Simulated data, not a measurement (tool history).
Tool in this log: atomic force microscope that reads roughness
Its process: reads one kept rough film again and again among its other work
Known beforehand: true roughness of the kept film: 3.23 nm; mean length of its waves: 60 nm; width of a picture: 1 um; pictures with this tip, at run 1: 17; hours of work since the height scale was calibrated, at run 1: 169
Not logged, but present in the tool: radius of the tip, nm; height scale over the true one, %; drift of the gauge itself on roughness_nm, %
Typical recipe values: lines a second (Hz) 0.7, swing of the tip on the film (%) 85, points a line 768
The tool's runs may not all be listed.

| run | day | lines a second (Hz) | swing of the tip on the film (%) | points a line | pictures with this tip | hours of work since the height scale was calibrated | roughness of the kept film (nm (root mean square)) |
|---|---|---|---|---|---|---|---|
| 1 | 0 | 0.7 | 85 | 768 | 17 | 169 | 2.853 |
| 2 | 0.412 | 0.7 | 85 | 768 | 28 | 173 | 2.8 |
| 3 | 1.054 | 0.7 | 63 | 768 | 45 | 181 | 2.976 |
| 4 | 1.367 | 1.455 | 63 | 768 | 53 | 184 | 2.862 |
| 5 | 1.962 | 0.7 | 85 | 768 | 69 | 191 | 2.741 |
|  | 2.112 | new tip fitted |
| 6 | 2.342 | 0.7 | 72 | 768 | 6 | 195 | 3.016 |
| 7 | 2.838 | 0.869 | 74 | 339 | 19 | 200 | 2.921 |
| 8 | 3.138 | 1.838 | 77 | 841 | 27 | 204 | 2.655 |
| 9 | 3.579 | 1.838 | 77 | 711 | 39 | 209 | 2.628 |
| 10 | 4.217 | 0.7 | 85 | 1018 | 56 | 216 | 2.758 |
| 11 | 4.654 | 0.7 | 79 | 467 | 67 | 221 | 2.817 |

What if the next run were any one of these 3? Each begins from the tool's condition after run 11:
|  | 4.9 | new tip fitted |
| A | 5.246 | 0.7 | 62 | 768 | 10 | 227 | ? |
|  | 4.9 | new tip fitted |
| B | 5.246 | 1.397 | 79 | 633 | 10 | 227 | ? |
|  | 4.9 | new tip fitted |
| C | 5.246 | 0.7 | 79 | 877 | 10 | 227 | ? |

| run | roughness of the kept film (nm (root mean square)) |
|---|---|
| A | 3.075 |
| B | 2.752 |
| C | 2.913 |
With the hidden condition removed and each run's random variation left untouched, the same runs would have given:
| run | roughness of the kept film (nm (root mean square)) |
|---|---|
| A | 3.089 |
| B | 2.764 |
| C | 2.927 |

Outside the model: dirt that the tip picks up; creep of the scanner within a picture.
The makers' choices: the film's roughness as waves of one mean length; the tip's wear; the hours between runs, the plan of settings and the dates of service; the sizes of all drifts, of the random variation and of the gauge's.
